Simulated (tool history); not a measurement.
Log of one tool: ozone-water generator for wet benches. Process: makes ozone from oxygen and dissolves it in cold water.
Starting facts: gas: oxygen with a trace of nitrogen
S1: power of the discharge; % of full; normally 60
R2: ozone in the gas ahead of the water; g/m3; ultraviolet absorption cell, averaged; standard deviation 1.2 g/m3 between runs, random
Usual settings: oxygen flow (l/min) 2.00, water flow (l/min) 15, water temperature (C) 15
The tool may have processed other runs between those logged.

{"run": 1, "hour": 0.0, "S1": 60, "oxygen flow (l/min)": 2.0, "water flow (l/min)": 15, "water temperature (C)": 15, "dissolved ozone (ppm)": 15.0, "R2": 225.3}
{"run": 2, "hour": 24.6, "S1": 60, "oxygen flow (l/min)": 2.0, "water flow (l/min)": 15, "water temperature (C)": 15, "dissolved ozone (ppm)": 14.9, "R2": 224.5}
{"run": 3, "hour": 60.9, "S1": 60, "oxygen flow (l/min)": 2.0, "water flow (l/min)": 15, "water temperature (C)": 15, "dissolved ozone (ppm)": 14.8, "R2": 224.2}
{"run": 4, "hour": 92.4, "S1": 60, "oxygen flow (l/min)": 2.0, "water flow (l/min)": 15, "water temperature (C)": 15, "dissolved ozone (ppm)": 14.8, "R2": 223.9}
{"run": 5, "hour": 127.8, "S1": 60, "oxygen flow (l/min)": 2.0, "water flow (l/min)": 15, "water temperature (C)": 23, "dissolved ozone (ppm)": 13.6, "R2": 223.8}
{"run": 6, "hour": 149.1, "S1": 60, "oxygen flow (l/min)": 2.0, "water flow (l/min)": 15, "water temperature (C)": 15, "dissolved ozone (ppm)": 14.9, "R2": 223.7}
{"run": 7, "hour": 192.9, "S1": 60, "oxygen flow (l/min)": 2.0, "water flow (l/min)": 15, "water temperature (C)": 15, "dissolved ozone (ppm)": 14.7, "R2": 223.9}
{"run": 8, "hour": 212.4, "S1": 60, "oxygen flow (l/min)": 2.0, "water flow (l/min)": 15, "water temperature (C)": 15, "dissolved ozone (ppm)": 14.9, "R2": 224.8}
{"run": 9, "hour": 257.5, "S1": 60, "oxygen flow (l/min)": 2.0, "water flow (l/min)": 15, "water temperature (C)": 15, "dissolved ozone (ppm)": 14.9, "R2": 224.6}
{"run": 10, "hour": 303.6, "S1": 60, "oxygen flow (l/min)": 2.0, "water flow (l/min)": 15, "water temperature (C)": 15, "dissolved ozone (ppm)": 14.9, "R2": 225.3}
{"run": 11, "hour": 329.9, "S1": 60, "oxygen flow (l/min)": 2.0, "water flow (l/min)": 15, "water temperature (C)": 15, "dissolved ozone (ppm)": 14.9, "R2": 224.1}
{"run": 12, "hour": 350.2, "S1": 60, "oxygen flow (l/min)": 2.0, "water flow (l/min)": 15, "water temperature (C)": 15, "dissolved ozone (ppm)": 15.2, "R2": 223.5}
{"run": 13, "hour": 373.7, "S1": 60, "oxygen flow (l/min)": 1.97, "water flow (l/min)": 15, "water temperature (C)": 15, "dissolved ozone (ppm)": 15.0, "R2": 223.4}
{"run": 14, "hour": 397.2, "S1": 60, "oxygen flow (l/min)": 1.97, "water flow (l/min)": 15, "water temperature (C)": 15, "dissolved ozone (ppm)": 14.8, "R2": 227.0}
{"run": 15, "hour": 440.1, "S1": 48, "oxygen flow (l/min)": 2.34, "water flow (l/min)": 17, "water temperature (C)": 15, "dissolved ozone (ppm)": 11.1, "R2": 167.7}
{"run": 16, "hour": 478.4, "S1": 48, "oxygen flow (l/min)": 2.34, "water flow (l/min)": 17, "water temperature (C)": 15, "dissolved ozone (ppm)": 11.1, "R2": 169.0}
{"run": 17, "hour": 500.4, "S1": 54, "oxygen flow (l/min)": 2.34, "water flow (l/min)": 17, "water temperature (C)": 15, "dissolved ozone (ppm)": 12.2, "R2": 183.4}
{"run": 18, "hour": 528.9, "S1": 54, "oxygen flow (l/min)": 2.34, "water flow (l/min)": 17, "water temperature (C)": 15, "dissolved ozone (ppm)": 12.2, "R2": 187.2}
{"run": 19, "hour": 570.4, "S1": 54, "oxygen flow (l/min)": 2.73, "water flow (l/min)": 17, "water temperature (C)": 14, "dissolved ozone (ppm)": 12.6, "R2": 170.4}
{"run": 20, "hour": 594.6, "S1": 59, "oxygen flow (l/min)": 3.21, "water flow (l/min)": 15, "water temperature (C)": 15, "dissolved ozone (ppm)": 15.4, "R2": 169.7}
{"run": 21, "hour": 633.1, "S1": 60, "oxygen flow (l/min)": 2.0, "water flow (l/min)": 19, "water temperature (C)": 14, "dissolved ozone (ppm)": 11.7, "R2": 221.3}
{"run": 22, "hour": 676.7, "S1": 60, "oxygen flow (l/min)": 2.0, "water flow (l/min)": 19, "water temperature (C)": 14, "dissolved ozone (ppm)": 11.9, "R2": 222.5}
{"run": 23, "hour": 696.6, "S1": 68, "oxygen flow (l/min)": 2.36, "water flow (l/min)": 12, "water temperature (C)": 10, "dissolved ozone (ppm)": 22.8, "R2": 228.1}

Each row is a separate what-if for the run after 23, all from the same tool condition, not one after another. Results?
{"run": "A", "hour": 737.8, "S1": 68, "oxygen flow (l/min)": 3.24, "water flow (l/min)": 23, "water temperature (C)": 14, "dissolved ozone (ppm)": "?", "R2": "?"}
{"run": "B", "hour": 737.8, "S1": 60, "oxygen flow (l/min)": 2.16, "water flow (l/min)": 15, "water temperature (C)": 15, "dissolved ozone (ppm)": "?", "R2": "?"}
{"run": "C", "hour": 737.8, "S1": 43, "oxygen flow (l/min)": 2.36, "water flow (l/min)": 12, "water temperature (C)": 9, "dissolved ozone (ppm)": "?", "R2": "?"}
{"run": "D", "hour": 737.8, "S1": 47, "oxygen flow (l/min)": 2.0, "water flow (l/min)": 14, "water temperature (C)": 13, "dissolved ozone (ppm)": "?", "R2": "?"}

run=A dissolved_ozone_(ppm)=11.8 R2=192.1
run=B dissolved_ozone_(ppm)=15.0 R2=215.1
run=C dissolved_ozone_(ppm)=15.0 R2=150.0
run=D dissolved_ozone_(ppm)=12.7 R2=181.0
Stripped of hidden state, with their random variation kept, the same runs would have yielded:
run=A dissolved_ozone_(ppm)=11.8 R2=192.2
run=B dissolved_ozone_(ppm)=15.0 R2=215.1
run=C dissolved_ozone_(ppm)=15.0 R2=150.0
run=D dissolved_ozone_(ppm)=12.7 R2=181.0

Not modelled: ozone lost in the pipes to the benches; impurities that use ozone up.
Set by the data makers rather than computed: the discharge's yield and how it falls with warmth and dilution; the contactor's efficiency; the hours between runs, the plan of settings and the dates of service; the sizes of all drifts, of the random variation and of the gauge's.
